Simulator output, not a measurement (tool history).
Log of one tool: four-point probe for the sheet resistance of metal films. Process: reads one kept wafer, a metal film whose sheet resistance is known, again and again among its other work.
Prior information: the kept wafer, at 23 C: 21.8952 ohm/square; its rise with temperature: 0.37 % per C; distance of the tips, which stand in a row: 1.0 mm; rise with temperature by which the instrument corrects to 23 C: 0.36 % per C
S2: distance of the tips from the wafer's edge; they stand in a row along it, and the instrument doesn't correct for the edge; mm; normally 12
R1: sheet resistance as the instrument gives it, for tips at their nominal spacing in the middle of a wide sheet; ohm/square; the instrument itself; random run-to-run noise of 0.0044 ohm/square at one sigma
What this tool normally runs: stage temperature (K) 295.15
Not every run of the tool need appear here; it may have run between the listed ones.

run 1 day=0 | stage_temperature_(K)=295.15 S2=12 | R1=21.947498
run 2 day=0.458 | stage_temperature_(K)=295.15 S2=12 | R1=21.938262
run 3 day=1.112 | stage_temperature_(K)=295.15 S2=12 | R1=21.956594
run 4 day=1.733 | stage_temperature_(K)=297.15 S2=12 | R1=21.951875
run 5 day=2.2 | stage_temperature_(K)=297.15 S2=12 | R1=21.947731
run 6 day=2.642 | stage_temperature_(K)=297.15 S2=12 | R1=21.938375
run 7 day=3.029 | stage_temperature_(K)=297.15 S2=12 | R1=21.952048
run 8 day=3.388 | stage_temperature_(K)=295.15 S2=7 | R1=22.096537
-- day=3.442 stage's thermometer calibrated
run 9 day=3.883 | stage_temperature_(K)=302.15 S2=32 | R1=21.854986
run 10 day=4.458 | stage_temperature_(K)=296.15 S2=5 | R1=22.301672
-- day=4.738 stage's thermometer calibrated, once more
run 11 day=4.908 | stage_temperature_(K)=293.15 S2=11 | R1=21.981611
run 12 day=5.583 | stage_temperature_(K)=296.15 S2=20 | R1=21.921049
run 13 day=5.954 | stage_temperature_(K)=305.15 S2=12 | R1=21.980718
run 14 day=6.358 | stage_temperature_(K)=305.15 S2=12 | R1=21.982687
run 15 day=7.079 | stage_temperature_(K)=305.15 S2=12 | R1=21.975291

Each row is a separate what-if for the run after 15, all from the same tool condition, not one after another. Results?
run A day=7.821 | stage_temperature_(K)=292.15 S2=12 | R1=?
run B day=7.821 | stage_temperature_(K)=301.15 S2=13 | R1=?
run C day=7.821 | stage_temperature_(K)=299.15 S2=12 | R1=?
run D day=7.821 | stage_temperature_(K)=294.15 S2=4 | R1=?
run E day=7.821 | stage_temperature_(K)=295.15 S2=13 | R1=?

run=A R1=21.95731
run=B R1=21.961714
run=C R1=21.975429
run=D R1=22.602293
run=E R1=21.957556
With the hidden condition removed and each run's random variation left untouched, the same runs would have given:
run=A R1=21.964525
run=B R1=21.968969
run=C R1=21.98268
run=D R1=22.609709
run=E R1=21.964785
